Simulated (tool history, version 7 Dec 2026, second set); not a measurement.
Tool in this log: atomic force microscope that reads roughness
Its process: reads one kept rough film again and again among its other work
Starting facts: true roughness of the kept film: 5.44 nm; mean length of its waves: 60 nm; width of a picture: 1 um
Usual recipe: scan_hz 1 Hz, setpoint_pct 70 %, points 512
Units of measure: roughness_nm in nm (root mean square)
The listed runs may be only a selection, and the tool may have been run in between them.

run,hour,scan_hz,setpoint_pct,points,roughness_nm
1,0,1,70,512,5.088
2,13.1,1,70,1018,5.112
3,22.3,1,70,1018,5.1
4,33,1,70,483,5.079
5,46.2,1,70,483,5.091
# hour 48.1: new tip fitted
6,58.6,1,70,483,5.078
7,70.9,3.76,73,459,4.741
8,80.1,0.84,73,454,5.08
9,86.7,0.84,72,263,5.096
10,96.7,0.84,72,263,5.082
11,102.2,0.76,77,995,5.076
12,110.7,2.48,70,329,4.899

Below are 4 alternative next runs, each starting from the tool's condition after run 12. Predict each:
# hour 116.8: new tip fitted
A,120.4,0.83,59,302,?
# hour 116.8: new tip fitted
B,120.4,1,70,696,?
# hour 116.8: new tip fitted
C,120.4,1,70,452,?
# hour 116.8: new tip fitted
D,120.4,3,70,329,?

run,roughness_nm
A,5.168
B,5.093
C,5.126
D,4.882
The same runs, with their run-to-run variation unchanged, on a tool lacking any hidden condition would have given:
run,roughness_nm
A,5.169
B,5.095
C,5.128
D,4.884

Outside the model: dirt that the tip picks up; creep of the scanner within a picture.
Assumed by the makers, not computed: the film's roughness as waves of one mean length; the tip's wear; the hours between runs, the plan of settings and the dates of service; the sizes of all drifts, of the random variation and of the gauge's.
